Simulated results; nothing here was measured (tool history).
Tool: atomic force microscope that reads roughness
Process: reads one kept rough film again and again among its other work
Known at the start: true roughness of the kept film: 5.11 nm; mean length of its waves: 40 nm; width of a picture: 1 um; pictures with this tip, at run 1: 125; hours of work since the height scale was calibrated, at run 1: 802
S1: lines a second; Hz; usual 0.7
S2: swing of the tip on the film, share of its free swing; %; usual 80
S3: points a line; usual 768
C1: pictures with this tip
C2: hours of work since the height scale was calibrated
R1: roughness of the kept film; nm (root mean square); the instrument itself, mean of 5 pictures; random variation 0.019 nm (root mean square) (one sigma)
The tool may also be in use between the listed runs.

run    hour     S1  S2   S3   C1   C2     R1
  1       0    0.7  80  768  125  802  4.034
  2    36.5    0.7  68  768  159  819  3.982
  3    71.4    0.7  80  768  193  836  3.817
  4   103.9    0.7  80  768  224  851   3.72
  5   126.9    0.7  80  768  246  862  3.626
  6   157.1    0.7  80  768  274  877  3.563
      197.3  -- new tip fitted
  7   200.2    0.7  80  768    3  897   4.43
  8     233    0.7  61  768   34  913  4.424
  9   263.2    0.7  61  768   63  927  4.314
 10   299.1  3.397  80  768   97  944  3.599
 11   340.8  3.397  80  768  137  964  3.441
      346.2  -- height scale calibrated on a step standard
 12   367.2  3.397  80  768  161   10  3.401
 13   417.8    0.7  80  768  210   34  3.695
 14   446.9  2.547  80  768  237   48  3.305
 15   497.1  2.547  80  768  285   72  3.189
        526  -- new tip fitted
 16   528.8  2.547  80  768    3   87  4.052
      575.4  -- height scale calibrated on a step standard, once more
 17   581.8    0.7  80  747   52    3  4.288
 18   633.5    0.7  80  747  102   28  4.118
 19   678.4    0.7  80  747  145   49  3.949
 20   719.7    0.7  80  261  184   69  3.791
 21   741.8    0.7  80  261  205   80  3.742
 22     769    0.7  80  261  231   93  3.651
 23   811.9  3.917  60  565  272  113  3.443
      854.4  -- new tip fitted
 24   862.4  3.095  57  452    8  137  4.428
 25   900.2  2.098  71  434   44  155  4.195
 26   951.3  0.864  81  768   92  179  4.063
 27   987.5    2.5  59  490  127  197  3.967
 28  1008.9    2.5  80  490  147  207  3.589

Run 29 comes next. What will it give?
 29  1034.6  2.818  86  723  172  219   ?

{"run 29": {"R1": 3.328}}
Without the tool's hidden state the same run would have given R1 3.908 nm (root mean square).
